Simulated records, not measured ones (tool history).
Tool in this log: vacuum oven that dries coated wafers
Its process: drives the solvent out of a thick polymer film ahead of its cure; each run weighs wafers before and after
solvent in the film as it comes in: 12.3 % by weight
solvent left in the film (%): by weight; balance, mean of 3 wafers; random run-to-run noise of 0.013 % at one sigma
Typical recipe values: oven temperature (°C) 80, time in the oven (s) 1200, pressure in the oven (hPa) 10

run    day  oven temperature (°C)  time in the oven (s)  pressure in the oven (hPa)  solvent left in the film (%)
  1      0                     80                  1200                          10                           0.7
  2  0.712                     80                  1200                        12.8                          0.75
  3  1.412                     80                  1200                        12.8                          0.79
     1.775  -- vacuum gauge cleaned of residue and calibrated
  4  1.962                     80                  1200                        12.8                          0.68
  5  2.933                     80                  1200                        12.8                          0.65
  6  3.508                     80                  1200                        12.8                          0.65
  7  4.567                     80                  1860                        12.8                          0.44
  8  5.388                     81                  1800                        12.8                          0.41
  9  6.029                     81                  1800                        12.8                          0.39
 10  6.575                     81                  1800                        12.8                          0.42
 11  7.388                     81                  1800                        12.8                           0.4

Consider 5 possible next runs. They are alternatives, not a sequence: every one starts from the tool as it was left by run 11. What does each give?
  A  8.204                     67                  1260                        12.8                             ?
  B  8.204                     70                  1200                          10                             ?
  C  8.204                     80                  1200                        31.2                             ?
  D  8.204                     92                  1800                        12.8                             ?
  E  8.204                     81                   780                        13.4                             ?

run  solvent left in the film (%)
  A                          2.59
  B                          1.92
  C                          1.21
  D                          0.27
  E                          1.16
The same runs, with their run-to-run variation unchanged, on a tool lacking any hidden condition would have given:
run  solvent left in the film (%)
  A                          2.84
  B                          2.14
  C                          1.31
  D                          0.27
  E                          1.32

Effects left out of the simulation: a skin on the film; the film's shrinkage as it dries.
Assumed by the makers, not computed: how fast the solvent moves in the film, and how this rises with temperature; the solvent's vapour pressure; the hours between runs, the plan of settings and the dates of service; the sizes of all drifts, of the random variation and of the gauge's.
